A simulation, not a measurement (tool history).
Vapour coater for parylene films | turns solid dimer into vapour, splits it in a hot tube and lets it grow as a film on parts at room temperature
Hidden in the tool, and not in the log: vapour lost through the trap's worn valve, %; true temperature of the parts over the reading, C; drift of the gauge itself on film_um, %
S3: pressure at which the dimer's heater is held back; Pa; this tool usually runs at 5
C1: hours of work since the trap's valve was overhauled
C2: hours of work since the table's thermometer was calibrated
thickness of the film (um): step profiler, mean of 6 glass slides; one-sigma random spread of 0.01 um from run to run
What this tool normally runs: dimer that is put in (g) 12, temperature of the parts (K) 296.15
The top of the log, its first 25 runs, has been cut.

{"run": 26, "day": 18.033, "dimer that is put in (g)": 8, "temperature of the parts (K)": 305.15, "S3": 7.62, "C1": 581, "C2": 434, "thickness of the film (um)": 2.868}
{"run": 27, "day": 19.017, "dimer that is put in (g)": 16, "temperature of the parts (K)": 288.15, "S3": 5, "C1": 594, "C2": 447, "thickness of the film (um)": 8.776}
{"run": 28, "day": 19.775, "dimer that is put in (g)": 9, "temperature of the parts (K)": 303.15, "S3": 9.44, "C1": 604, "C2": 457, "thickness of the film (um)": 3.299}
{"run": 29, "day": 20.646, "dimer that is put in (g)": 10, "temperature of the parts (K)": 302.15, "S3": 8.33, "C1": 615, "C2": 468, "thickness of the film (um)": 3.796}
{"run": 30, "day": 21.3, "dimer that is put in (g)": 12, "temperature of the parts (K)": 296.15, "S3": 3.85, "C1": 624, "C2": 477, "thickness of the film (um)": 5.644}
{"run": 31, "day": 21.992, "dimer that is put in (g)": 12, "temperature of the parts (K)": 296.15, "S3": 3.85, "C1": 633, "C2": 486, "thickness of the film (um)": 5.668}
{"run": 32, "day": 22.971, "dimer that is put in (g)": 12, "temperature of the parts (K)": 296.15, "S3": 3.85, "C1": 646, "C2": 499, "thickness of the film (um)": 5.637}
{"run": 33, "day": 23.867, "dimer that is put in (g)": 12, "temperature of the parts (K)": 292.15, "S3": 2.9, "C1": 658, "C2": 511, "thickness of the film (um)": 6.383}
{"day": 24.142, "done": "trap's valve overhauled"}
{"day": 24.238, "done": "gauge calibrated"}
{"run": 34, "day": 24.746, "dimer that is put in (g)": 12, "temperature of the parts (K)": 292.15, "S3": 2.9, "C1": 8, "C2": 520, "thickness of the film (um)": 6.487}
{"run": 35, "day": 25.392, "dimer that is put in (g)": 21, "temperature of the parts (K)": 296.15, "S3": 6.23, "C1": 17, "C2": 529, "thickness of the film (um)": 9.532}
{"run": 36, "day": 26.254, "dimer that is put in (g)": 8, "temperature of the parts (K)": 308.15, "S3": 2.69, "C1": 28, "C2": 540, "thickness of the film (um)": 3.041}
{"run": 37, "day": 26.879, "dimer that is put in (g)": 8, "temperature of the parts (K)": 308.15, "S3": 2.69, "C1": 36, "C2": 549, "thickness of the film (um)": 3.053}

Predict each of these 3 candidate next runs independently; none follows another, all start after run 37:
{"run": "A", "day": 27.588, "dimer that is put in (g)": 6, "temperature of the parts (K)": 297.15, "S3": 10.26, "C1": 46, "C2": 558, "thickness of the film (um)": "?"}
{"run": "B", "day": 27.588, "dimer that is put in (g)": 12, "temperature of the parts (K)": 300.15, "S3": 6.15, "C1": 46, "C2": 558, "thickness of the film (um)": "?"}
{"run": "C", "day": 27.588, "dimer that is put in (g)": 17, "temperature of the parts (K)": 294.15, "S3": 11.98, "C1": 46, "C2": 558, "thickness of the film (um)": "?"}

run=A thickness_of_the_film_(um)=2.529
run=B thickness_of_the_film_(um)=4.983
run=C thickness_of_the_film_(um)=7.487
Without the tool's hidden state the same runs would have given:
run=A thickness_of_the_film_(um)=2.533
run=B thickness_of_the_film_(um)=4.991
run=C thickness_of_the_film_(um)=7.499
